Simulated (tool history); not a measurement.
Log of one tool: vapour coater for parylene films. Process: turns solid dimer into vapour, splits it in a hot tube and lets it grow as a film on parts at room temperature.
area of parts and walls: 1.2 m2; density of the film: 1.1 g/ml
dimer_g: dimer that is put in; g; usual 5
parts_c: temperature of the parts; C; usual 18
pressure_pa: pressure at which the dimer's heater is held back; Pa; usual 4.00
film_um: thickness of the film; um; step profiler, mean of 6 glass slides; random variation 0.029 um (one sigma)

run   hour  dimer_g  parts_c  pressure_pa  film_um
  1    0.0        5       18         4.00     2.56
  2   21.0        5       18         4.00     2.56
  3   38.4        5       18         4.00     2.61
  4   57.2        5       18         4.00     2.54
  5   73.0        5       18         9.94     2.11
  6   94.0        5       18         9.94     2.06
  7  111.7        5       18         9.94     2.08
  8  123.1        5       18         9.94     2.10
  9  143.6        5       23         4.00     2.22
 10  163.7        5       20         4.00     2.39
 11  183.4        4       18         4.00     2.09
 12  203.4        4       18         4.00     2.02
 13  222.7        4       18         4.00     2.03
 14  239.0        5       18         4.00     2.60
 15  249.2        5       14         4.00     2.91
 16  260.0        5       18         4.00     2.55
 17  279.3        5       18         4.00     2.59
 18  291.5        6       28         4.00     2.37
 19  312.4        4       28         5.79     1.44
 20  322.0        5       18         3.86     2.56
 21  335.0        3       19         2.26     1.72
 22  357.0        8       22         4.80     3.52
 23  370.4        8       22         4.80     3.54
 24  388.5        7       22         5.13     3.05
 25  407.8        5       13         8.90     2.53
 26  421.9        8       15         6.36     3.99
 27  440.5        8       15         6.36     4.04
 28  452.6        8       15         6.36     4.05
 29  468.5        8       15         6.36     3.95
 30  481.3        8       18         6.36     3.72
 31  501.0        5       10        10.99     2.55
     508.1  -- trap's valve overhauled
 32  516.1        5       10        10.99     2.58
 33  534.0        5       10        10.99     2.58

3 ways to go on from here, each from the tool as it stands after run 33. What would each give?
  A  551.6        5       29         2.28        ?
  B  551.6        5       12         4.00        ?
  C  551.6        7       24         6.84        ?

run  film_um
  A     2.13
  B     2.99
  C     2.73
Without the tool's hidden state the same runs would have given:
run  film_um
  A     2.13
  B     2.99
  C     2.73
